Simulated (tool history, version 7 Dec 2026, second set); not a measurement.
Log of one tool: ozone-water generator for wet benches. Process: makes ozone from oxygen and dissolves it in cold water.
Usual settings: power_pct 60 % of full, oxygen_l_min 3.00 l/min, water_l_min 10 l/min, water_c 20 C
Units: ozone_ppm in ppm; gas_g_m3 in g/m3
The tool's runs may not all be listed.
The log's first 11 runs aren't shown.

run    hour  power_pct  oxygen_l_min  water_l_min  water_c  ozone_ppm  gas_g_m3
 12  1236.1         52          3.00           10       20       11.2     117.4
 13  1391.4         52          3.00           10       20       11.4     115.9
 14  1560.8         52          3.00           10       20       11.3     115.3
 15  1702.0         52          3.00           10       20       11.4     115.9
 16  1812.3         52          3.00           10       20       11.1     116.9
 17  1976.2         60          3.00           10       20       12.8     131.5
 18  2091.5         99          3.07            7       15       27.4     199.2
 19  2223.0         60          3.00           15       18        9.4     130.1
 20  2385.3         60          3.00            9       18       14.3     132.9
 21  2520.8         60          3.00            9       18       14.4     131.8
 22  2658.0         82          1.68            9       27       17.2     243.8
 23  2830.4         60          4.80           10       20       11.9      97.5
 24  2904.1         60          1.94            7       24       16.8     171.9
     3018.0  -- water thermometer calibrated
 25  3076.7         76          3.00           10       22       15.0     160.0
 26  3160.4         76          3.00           10       22       15.0     159.0
 27  3252.5         76          4.05           10       16       16.2     133.3
 28  3425.0         91          4.05           10       16       18.7     154.0
 29  3517.4         91          4.05           10       16       18.8     155.5
 30  3631.7         45          2.66            7       24       12.4     110.2
 31  3724.2         91          1.91           10       17       19.7     247.0
 32  3863.5         91          1.91           10       17       19.3     246.9
 33  4035.5         91          1.91           10       17       19.4     247.4
 34  4211.7         63          1.79           15       20        9.1     190.1

3 ways to go on from here, each from the tool as it stands after run 34. What would each give?
  A  4342.3         68          5.38           15       22          ?         ?
  B  4342.3         63          1.56           15       17          ?         ?
  C  4342.3         63          1.56           16       20          ?         ?

run  ozone_ppm  gas_g_m3
  A        9.1     101.7
  B        9.3     205.1
  C        8.4     204.7
Without the tool's hidden state the same runs would have given:
run  ozone_ppm  gas_g_m3
  A        9.1     101.9
  B        9.4     205.5
  C        8.4     205.1

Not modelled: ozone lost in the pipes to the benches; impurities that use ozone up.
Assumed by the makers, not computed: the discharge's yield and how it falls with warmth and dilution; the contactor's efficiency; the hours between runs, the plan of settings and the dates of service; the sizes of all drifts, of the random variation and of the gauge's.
